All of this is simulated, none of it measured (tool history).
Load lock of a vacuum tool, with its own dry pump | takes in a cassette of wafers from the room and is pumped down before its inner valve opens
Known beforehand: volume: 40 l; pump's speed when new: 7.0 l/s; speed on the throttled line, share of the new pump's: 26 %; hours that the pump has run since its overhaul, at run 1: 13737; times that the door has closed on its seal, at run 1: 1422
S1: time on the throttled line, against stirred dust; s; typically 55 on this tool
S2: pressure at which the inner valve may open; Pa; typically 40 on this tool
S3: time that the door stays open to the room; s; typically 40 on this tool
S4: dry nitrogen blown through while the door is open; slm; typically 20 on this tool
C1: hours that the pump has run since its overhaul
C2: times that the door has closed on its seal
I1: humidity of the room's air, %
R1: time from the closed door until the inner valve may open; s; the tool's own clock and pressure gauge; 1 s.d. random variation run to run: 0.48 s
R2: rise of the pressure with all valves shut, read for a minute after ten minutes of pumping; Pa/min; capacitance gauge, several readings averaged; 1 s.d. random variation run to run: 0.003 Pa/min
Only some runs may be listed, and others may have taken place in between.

run 1 hour=0.0 | S1=55 S2=40 S3=40 S4=20 | C1=13737 C2=1422 | I1=44.5 | R1=92.1 R2=0.030
run 2 hour=390.0 | S1=55 S2=40 S3=40 S4=20 | C1=14127 C2=3332 | I1=44.7 | R1=92.6 R2=0.037
run 3 hour=917.0 | S1=55 S2=40 S3=40 S4=20 | C1=14654 C2=5913 | I1=45.9 | R1=92.1 R2=0.040
run 4 hour=1237.3 | S1=55 S2=40 S3=40 S4=20 | C1=14974 C2=7481 | I1=46.0 | R1=92.9 R2=0.039
run 5 hour=1640.1 | S1=55 S2=40 S3=40 S4=20 | C1=15377 C2=9453 | I1=41.9 | R1=92.8 R2=0.050
run 6 hour=2044.8 | S1=55 S2=40 S3=40 S4=20 | C1=15782 C2=11435 | I1=45.0 | R1=92.6 R2=0.053
run 7 hour=2497.3 | S1=55 S2=35 S3=40 S4=20 | C1=16234 C2=13651 | I1=43.6 | R1=93.7 R2=0.062
run 8 hour=2761.7 | S1=55 S2=35 S3=40 S4=20 | C1=16499 C2=14946 | I1=43.5 | R1=94.3 R2=0.070
run 9 hour=3226.4 | S1=55 S2=35 S3=40 S4=20 | C1=16964 C2=17222 | I1=46.6 | R1=94.3 R2=0.079
run 10 hour=3634.1 | S1=55 S2=40 S3=40 S4=20 | C1=17371 C2=19218 | I1=47.8 | R1=93.1 R2=0.089
run 11 hour=4059.5 | S1=55 S2=40 S3=40 S4=20 | C1=17797 C2=21301 | I1=46.1 | R1=94.0 R2=0.096
run 12 hour=4561.7 | S1=55 S2=40 S3=40 S4=20 | C1=18299 C2=23761 | I1=46.7 | R1=94.7 R2=0.109
run 13 hour=4916.1 | S1=55 S2=40 S3=40 S4=20 | C1=18653 C2=25496 | I1=43.6 | R1=94.4 R2=0.115
run 14 hour=5210.1 | S1=55 S2=45 S3=40 S4=20 | C1=18947 C2=26936 | I1=47.4 | R1=93.3 R2=0.133
run 15 hour=5608.7 | S1=55 S2=45 S3=40 S4=20 | C1=19346 C2=28888 | I1=50.9 | R1=94.1 R2=0.137
run 16 hour=5898.8 | S1=55 S2=45 S3=40 S4=20 | C1=19636 C2=30308 | I1=44.7 | R1=94.1 R2=0.148
-- hour=6053.9 dry pump taken out, an overhauled one fitted
run 17 hour=6208.2 | S1=55 S2=40 S3=40 S4=20 | C1=154 C2=31794 | I1=45.2 | R1=86.0 R2=0.157
run 18 hour=6556.5 | S1=55 S2=56 S3=40 S4=20 | C1=503 C2=33500 | I1=41.9 | R1=82.7 R2=0.175
run 19 hour=7039.0 | S1=55 S2=56 S3=40 S4=20 | C1=985 C2=35863 | I1=44.9 | R1=84.1 R2=0.183
run 20 hour=7405.4 | S1=50 S2=56 S3=31 S4=20 | C1=1352 C2=37657 | I1=42.1 | R1=80.3 R2=0.195
run 21 hour=7785.1 | S1=43 S2=32 S3=210 S4=7 | C1=1731 C2=39516 | I1=41.0 | R1=78.4 R2=0.262
run 22 hour=8238.9 | S1=83 S2=32 S3=210 S4=5 | C1=2185 C2=41738 | I1=44.4 | R1=108.5 R2=0.294
run 23 hour=8518.2 | S1=83 S2=32 S3=210 S4=5 | C1=2464 C2=43106 | I1=45.7 | R1=108.3 R2=0.299
run 24 hour=9017.4 | S1=83 S2=32 S3=210 S4=5 | C1=2964 C2=45551 | I1=48.2 | R1=108.4 R2=0.314
run 25 hour=9450.9 | S1=55 S2=43 S3=47 S4=44 | C1=3397 C2=47674 | I1=45.4 | R1=86.4 R2=0.262
run 26 hour=9810.5 | S1=86 S2=40 S3=203 S4=21 | C1=3757 C2=49435 | I1=44.3 | R1=110.2 R2=0.310
run 27 hour=10053.4 | S1=51 S2=70 S3=96 S4=39 | C1=4000 C2=50624 | I1=43.1 | R1=80.0 R2=0.304
run 28 hour=10501.5 | S1=68 S2=48 S3=40 S4=20 | C1=4448 C2=52818 | I1=44.0 | R1=96.3 R2=0.325
run 29 hour=10942.9 | S1=31 S2=56 S3=40 S4=24 | C1=4889 C2=54980 | I1=42.7 | R1=67.4 R2=0.342
run 30 hour=11207.7 | S1=31 S2=56 S3=40 S4=24 | C1=5154 C2=56277 | I1=48.7 | R1=68.0 R2=0.355
-- hour=11291.8 door's seal changed, seat wiped
run 31 hour=11593.7 | S1=55 S2=55 S3=168 S4=5 | C1=5538 C2=1479 | I1=45.5 | R1=85.5 R2=0.082
run 32 hour=11915.6 | S1=55 S2=36 S3=34 S4=13 | C1=5860 C2=3055 | I1=48.4 | R1=88.4 R2=0.033
run 33 hour=12428.2 | S1=48 S2=36 S3=80 S4=13 | C1=6373 C2=5565 | I1=45.4 | R1=83.7 R2=0.061
run 34 hour=12792.4 | S1=48 S2=36 S3=80 S4=13 | C1=6737 C2=7349 | I1=47.2 | R1=84.3 R2=0.063
run 35 hour=13199.7 | S1=48 S2=36 S3=80 S4=13 | C1=7144 C2=9343 | I1=43.0 | R1=84.7 R2=0.061
run 36 hour=13711.9 | S1=48 S2=36 S3=80 S4=13 | C1=7657 C2=11852 | I1=42.3 | R1=84.7 R2=0.074
run 37 hour=13993.2 | S1=55 S2=40 S3=90 S4=20 | C1=7938 C2=13229 | I1=46.7 | R1=88.1 R2=0.074
run 38 hour=14459.0 | S1=55 S2=40 S3=66 S4=20 | C1=8404 C2=15510 | I1=46.7 | R1=88.8 R2=0.078

Below are 3 alternative next runs, each starting from the tool's condition after run 38. Predict each:
run A hour=14791.5 | S1=55 S2=55 S3=66 S4=20 | C1=8736 C2=17138 | I1=44.1 | R1=? R2=?
run B hour=14791.5 | S1=45 S2=40 S3=66 S4=20 | C1=8736 C2=17138 | I1=45.5 | R1=? R2=?
run C hour=14791.5 | S1=109 S2=55 S3=144 S4=20 | C1=8736 C2=17138 | I1=44.5 | R1=? R2=?

run=A R1=87.4 R2=0.080
run=B R1=81.6 R2=0.086
run=C R1=125.1 R2=0.091
Without the tool's unlogged condition, the same runs would have read:
run=A R1=84.7 R2=0.030
run=B R1=78.6 R2=0.035
run=C R1=123.6 R2=0.041

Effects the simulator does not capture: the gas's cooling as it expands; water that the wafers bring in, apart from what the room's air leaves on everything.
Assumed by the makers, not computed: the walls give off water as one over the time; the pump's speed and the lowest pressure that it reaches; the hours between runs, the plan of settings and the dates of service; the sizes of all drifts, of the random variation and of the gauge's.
